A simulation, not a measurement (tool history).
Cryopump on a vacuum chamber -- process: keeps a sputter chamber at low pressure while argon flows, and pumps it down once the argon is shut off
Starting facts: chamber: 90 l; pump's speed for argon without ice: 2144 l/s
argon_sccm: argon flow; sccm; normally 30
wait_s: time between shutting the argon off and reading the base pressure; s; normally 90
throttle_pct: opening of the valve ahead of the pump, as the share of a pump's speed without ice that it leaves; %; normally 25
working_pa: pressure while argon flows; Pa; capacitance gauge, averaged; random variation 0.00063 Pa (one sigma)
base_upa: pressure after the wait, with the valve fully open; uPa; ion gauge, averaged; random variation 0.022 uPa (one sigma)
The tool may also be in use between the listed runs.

| run | hour | argon_sccm | wait_s | throttle_pct | working_pa | base_upa |
|---|---|---|---|---|---|---|
| 1 | 0.0 | 30 | 90 | 25 | 0.1003 | 0.74 |
| 2 | 9.9 | 30 | 90 | 25 | 0.1005 | 0.74 |
| 3 | 22.0 | 30 | 90 | 25 | 0.1006 | 0.82 |
| 4 | 34.3 | 30 | 90 | 25 | 0.1004 | 0.77 |
| 5 | 45.4 | 30 | 90 | 25 | 0.0999 | 0.78 |
| 6 | 56.2 | 32 | 90 | 25 | 0.1084 | 0.79 |
| 7 | 78.5 | 32 | 90 | 25 | 0.1076 | 0.85 |
| 8 | 90.8 | 53 | 90 | 25 | 0.1774 | 0.88 |
| 9 | 111.6 | 30 | 23 | 25 | 0.1017 | 2.12 |
| 10 | 128.9 | 30 | 131 | 25 | 0.1006 | 0.81 |
| 11 | 139.9 | 30 | 131 | 25 | 0.1016 | 0.81 |
| 12 | 160.0 | 30 | 131 | 22 | 0.1160 | 0.79 |
| 13 | 176.3 | 30 | 131 | 22 | 0.1153 | 0.86 |
| 14 | 193.0 | 12 | 45 | 25 | 0.0418 | 1.46 |
| 15 | 210.2 | 12 | 45 | 25 | 0.0408 | 1.49 |
| 16 | 227.4 | 19 | 45 | 17 | 0.0950 | 1.51 |
| 17 | 247.2 | 30 | 32 | 18 | 0.1407 | 1.86 |
| 18 | 256.8 | 49 | 258 | 33 | 0.1319 | 0.88 |
| 19 | 271.4 | 49 | 258 | 33 | 0.1319 | 0.91 |
| 20 | 290.3 | 49 | 258 | 33 | 0.1332 | 0.90 |
| 21 | 304.3 | 49 | 258 | 33 | 0.1326 | 0.91 |
| 22 | 316.4 | 29 | 184 | 25 | 0.1000 | 1.04 |

Measured result minus the same run's result without the hidden state. Both carry the same run-to-run variation, though not necessarily the same gauge scatter:
Hidden conditions of the tool in this case: pump's speed, % of a pump's without ice; cold plate's temperature, K; leak into the chamber, uPa l/s; drift of the gauge itself on working_pa, %; drift of the gauge itself on base_upa, %.
| run | working_pa | base_upa |
|---|---|---|
| 1 | +0.0053 | +0.17 |
| 2 | +0.0055 | +0.18 |
| 3 | +0.0057 | +0.19 |
| 4 | +0.0058 | +0.21 |
| 5 | +0.0059 | +0.23 |
| 6 | +0.0065 | +0.25 |
| 7 | +0.0068 | +0.27 |
| 8 | +0.0115 | +0.30 |
| 9 | +0.0068 | +0.32 |
| 10 | +0.0070 | +0.36 |
| 11 | +0.0072 | +0.37 |
| 12 | +0.0075 | +0.40 |
| 13 | +0.0078 | +0.42 |
| 14 | +0.0032 | +0.46 |
| 15 | +0.0033 | +0.49 |
| 16 | +0.0054 | +0.51 |
| 17 | +0.0088 | +0.53 |
| 18 | +0.0146 | +0.57 |
| 19 | +0.0149 | +0.58 |
| 20 | +0.0154 | +0.62 |
| 21 | +0.0157 | +0.65 |
| 22 | +0.0094 | +0.68 |
